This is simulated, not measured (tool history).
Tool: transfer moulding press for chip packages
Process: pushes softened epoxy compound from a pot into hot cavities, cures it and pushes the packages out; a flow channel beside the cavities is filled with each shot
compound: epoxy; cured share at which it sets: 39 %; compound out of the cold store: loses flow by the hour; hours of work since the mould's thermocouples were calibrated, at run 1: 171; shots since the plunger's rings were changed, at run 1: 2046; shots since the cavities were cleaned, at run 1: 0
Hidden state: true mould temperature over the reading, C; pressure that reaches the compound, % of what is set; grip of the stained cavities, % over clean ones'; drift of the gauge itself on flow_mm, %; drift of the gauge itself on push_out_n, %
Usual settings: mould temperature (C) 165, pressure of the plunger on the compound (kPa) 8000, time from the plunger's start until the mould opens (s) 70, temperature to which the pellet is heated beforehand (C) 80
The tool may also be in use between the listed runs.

run,day,mould temperature (C),pressure of the plunger on the compound (kPa),time from the plunger's start until the mould opens (s),temperature to which the pellet is heated beforehand (C),hours of work since the mould's thermocouples were calibrated,shots since the plunger's rings were changed,shots since the cavities were cleaned,incoming compound's hours out of the cold store,length that the compound runs in the flow channel (mm),greatest force on the pins that push the packages out (N)
1,0.000,165,8000,70,80,171,2046,0,21.1,719,397
2,0.288,165,8000,70,80,176,2167,121,34.6,673,461
3,0.471,165,8000,70,80,180,2246,200,33.8,673,494
4,0.733,157,8000,70,80,184,2358,312,24.7,722,973
5,0.925,157,8000,70,80,188,2439,393,21.6,732,1039
6,1.092,165,8000,70,80,191,2510,464,44.8,644,572
# day 1.225: cavities cleaned with cleaning compound and waxed
7,1.500,165,8000,70,80,197,2656,116,10.5,751,509
8,1.850,165,8000,70,80,204,2805,265,26.6,693,551
9,2.008,165,8000,70,80,207,2872,332,11.6,740,656
10,2.208,165,8000,70,80,210,2957,417,22.7,705,627
# day 2.446: cavities cleaned with cleaning compound and waxed
11,2.500,165,8000,70,80,214,3055,24,38.4,657,382
12,2.725,165,8000,70,80,219,3150,119,29.1,683,469
13,3.029,165,8000,70,80,224,3280,249,33.2,670,525
14,3.296,165,8000,70,80,229,3393,362,23.9,700,590
15,3.512,165,8000,70,80,233,3484,453,28.4,686,631
# day 3.679: cavities cleaned with cleaning compound and waxed
16,3.792,165,8000,70,80,237,3577,48,29.4,681,441
17,4.079,165,8000,70,80,242,3700,171,21.8,699,547
18,4.338,162,7120,70,71,247,3809,280,19.8,673,743
19,4.708,167,9750,70,74,254,3966,437,46.6,688,503
# day 4.908: cavities cleaned with cleaning compound and waxed
20,5.083,165,8630,87,73,259,4098,73,35.8,685,292
21,5.329,168,6140,73,83,264,4204,179,25.0,600,400
22,5.625,165,8000,70,73,269,4329,304,35.5,655,617
23,5.883,165,7330,74,73,274,4438,413,20.4,673,569
24,6.054,165,7330,74,73,277,4511,486,21.7,669,610
# day 6.133: cavities cleaned with cleaning compound and waxed
25,6.417,165,7330,64,77,283,4638,119,11.6,700,693
26,6.683,165,7330,64,77,288,4752,233,41.7,610,650
27,6.854,164,8000,69,74,291,4824,305,13.7,735,697
28,7.079,164,8000,69,74,295,4921,402,29.8,674,700
# day 7.346: cavities cleaned with cleaning compound and waxed
29,7.358,164,8000,69,84,299,5013,5,31.7,666,425

Forecast each of these 4 alternatives for the next run:
A,7.633,164,6280,108,84,304,5130,122,30.3,?,?
B,7.633,167,8000,80,75,304,5130,122,26.1,?,?
C,7.633,163,8000,69,77,304,5130,122,11.5,?,?
D,7.633,165,8590,70,80,304,5130,122,8.7,?,?

run,length that the compound runs in the flow channel (mm),greatest force on the pins that push the packages out (N)
A,592,269
B,677,334
C,733,652
D,767,531
Without the tool's hidden state the same runs would have given:
run,length that the compound runs in the flow channel (mm),greatest force on the pins that push the packages out (N)
A,623,215
B,713,263
C,771,505
D,808,410
